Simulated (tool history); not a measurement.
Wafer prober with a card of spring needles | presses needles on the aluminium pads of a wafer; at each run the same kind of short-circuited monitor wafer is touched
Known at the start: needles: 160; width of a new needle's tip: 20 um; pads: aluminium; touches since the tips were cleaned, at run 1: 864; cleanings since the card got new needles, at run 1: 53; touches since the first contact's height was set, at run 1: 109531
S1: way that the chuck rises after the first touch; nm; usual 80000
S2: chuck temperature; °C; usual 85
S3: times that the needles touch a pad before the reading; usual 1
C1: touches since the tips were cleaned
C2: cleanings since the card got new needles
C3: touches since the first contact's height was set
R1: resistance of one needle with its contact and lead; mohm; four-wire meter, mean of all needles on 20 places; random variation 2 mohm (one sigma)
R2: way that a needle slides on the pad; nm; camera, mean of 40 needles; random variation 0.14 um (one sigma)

| run | day | S1 | S2 | S3 | C1 | C2 | C3 | R1 | R2 |
|---|---|---|---|---|---|---|---|---|---|
| 1 | 0.000 | 80000 | 85 | 1 | 864 | 53 | 109531 | 220 | 21130 |
|  | 0.150 | tips cleaned on abrasive film |
|  | 0.375 | tips cleaned on abrasive film |
| 2 | 0.538 | 80000 | 85 | 1 | 1419 | 55 | 114225 | 218 | 21010 |
|  | 0.592 | tips cleaned on abrasive film |
|  | 0.833 | tips cleaned on abrasive film |
| 3 | 0.946 | 80000 | 85 | 1 | 986 | 57 | 117770 | 219 | 21030 |
|  | 1.079 | tips cleaned on abrasive film |
|  | 1.325 | tips cleaned on abrasive film |
|  | 1.567 | tips cleaned on abrasive film |
| 4 | 1.612 | 64000 | 85 | 1 | 381 | 60 | 123589 | 222 | 16840 |
|  | 1.796 | tips cleaned on abrasive film |
|  | 2.012 | tips cleaned on abrasive film |
| 5 | 2.062 | 64000 | 85 | 1 | 444 | 62 | 127518 | 225 | 16760 |
|  | 2.238 | tips cleaned on abrasive film |
|  | 2.442 | tips cleaned on abrasive film |
|  | 2.679 | tips cleaned on abrasive film |
| 6 | 2.779 | 64000 | 85 | 1 | 890 | 65 | 133785 | 220 | 16830 |
|  | 2.917 | tips cleaned on abrasive film |
|  | 3.129 | tips cleaned on abrasive film |
|  | 3.362 | tips cleaned on abrasive film |
| 7 | 3.458 | 64000 | 85 | 1 | 830 | 68 | 139690 | 222 | 16620 |
|  | 3.612 | tips cleaned on abrasive film |
|  | 3.858 | tips cleaned on abrasive film |
| 8 | 3.954 | 64000 | 85 | 1 | 847 | 70 | 144041 | 221 | 16800 |
|  | 4.083 | tips cleaned on abrasive film |
|  | 4.304 | tips cleaned on abrasive film |
| 9 | 4.438 | 64000 | 85 | 1 | 1176 | 72 | 148246 | 222 | 16880 |
|  | 4.533 | tips cleaned on abrasive film |
|  | 4.754 | tips cleaned on abrasive film |
| 10 | 4.754 | 80000 | 85 | 1 | 0 | 74 | 150994 | 219 | 20840 |
|  | 5.004 | tips cleaned on abrasive film |
|  | 5.208 | tips cleaned on abrasive film |
| 11 | 5.292 | 80000 | 85 | 1 | 764 | 76 | 155709 | 218 | 21130 |
|  | 5.458 | tips cleaned on abrasive film |
|  | 5.671 | tips cleaned on abrasive film |
|  | 5.892 | tips cleaned on abrasive film |
| 12 | 5.933 | 80000 | 85 | 1 | 358 | 79 | 161278 | 220 | 21100 |
|  | 6.121 | tips cleaned on abrasive film |
|  | 6.350 | tips cleaned on abrasive film |
| 13 | 6.379 | 80000 | 85 | 1 | 288 | 81 | 165180 | 219 | 21080 |
|  | 6.571 | tips cleaned on abrasive film |
|  | 6.779 | tips cleaned on abrasive film |
|  | 6.875 | height of the first contact set anew |
|  | 7.029 | tips cleaned on abrasive film |
| 14 | 7.088 | 80000 | 85 | 1 | 507 | 84 | 1835 | 222 | 21020 |
|  | 7.279 | tips cleaned on abrasive film |
| 15 | 7.442 | 80000 | 85 | 2 | 1461 | 85 | 4970 | 217 | 21130 |
|  | 7.496 | tips cleaned on abrasive film |
|  | 7.712 | tips cleaned on abrasive film |
| 16 | 7.867 | 80000 | 85 | 2 | 1394 | 87 | 8671 | 221 | 20950 |

Run 17 comes next. What will it give?
|  | 7.942 | tips cleaned on abrasive film |
|  | 8.179 | tips cleaned on abrasive film |
| 17 | 8.271 | 91000 | 60 | 2 | 837 | 89 | 12191 | ? | ? |

Run 17 gave R1 213 mohm, R2 24120 nm.
Without the tool's hidden state the same run would have given R1 213 mohm, R2 24130 nm.
